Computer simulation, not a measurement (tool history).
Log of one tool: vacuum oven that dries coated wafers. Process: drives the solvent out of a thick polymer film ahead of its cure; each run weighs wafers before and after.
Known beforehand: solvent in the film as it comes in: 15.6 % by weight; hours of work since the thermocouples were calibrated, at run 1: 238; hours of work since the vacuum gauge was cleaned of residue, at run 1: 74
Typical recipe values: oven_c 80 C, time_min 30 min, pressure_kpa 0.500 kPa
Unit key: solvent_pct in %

run	hour	oven_c	time_min	pressure_kpa	hours of work since the thermocouples were calibrated	hours of work since the vacuum gauge was cleaned of residue	solvent_pct
1	0.0	80	30	0.500	238	74	0.68
2	13.0	80	24	0.500	245	80	1.00
3	23.1	80	30	0.500	250	85	0.68
4	35.0	80	33	0.500	256	91	0.57
5	47.8	80	33	0.500	262	98	0.54
6	58.5	80	30	1.092	268	103	1.07
7	64.9	80	30	1.296	271	106	1.11
8	74.2	80	30	0.433	276	111	0.68
9	85.0	93	30	0.413	281	117	0.21
10	96.5	68	16	1.895	287	122	5.57
11	109.8	80	20	1.579	294	129	2.06
12	120.2	80	20	1.579	299	134	1.99
13	128.4	93	36	0.542	303	138	0.20
14	140.1	93	36	0.542	309	144	0.18
15	149.9	86	25	1.017	314	149	0.72
16	159.8	80	32	0.500	319	154	0.64

Hidden state or all else? Some run-to-run changes of solvent_pct, split into what the settings, what came in and random variation would give without the hidden state, and what is left for the hidden state (with any gauge scatter that isn't in both results):
Hidden conditions of the tool in this case: true wafer temperature over the reading, C; true pressure over the reading, kPa; drift of the gauge itself on solvent_pct, %.
Run 9 -> 10: oven_c 93 -> 68, time_min 30 -> 16, pressure_kpa 0.413 -> 1.895. solvent_pct +5.36 %: hidden state -0.15, all else +5.51.

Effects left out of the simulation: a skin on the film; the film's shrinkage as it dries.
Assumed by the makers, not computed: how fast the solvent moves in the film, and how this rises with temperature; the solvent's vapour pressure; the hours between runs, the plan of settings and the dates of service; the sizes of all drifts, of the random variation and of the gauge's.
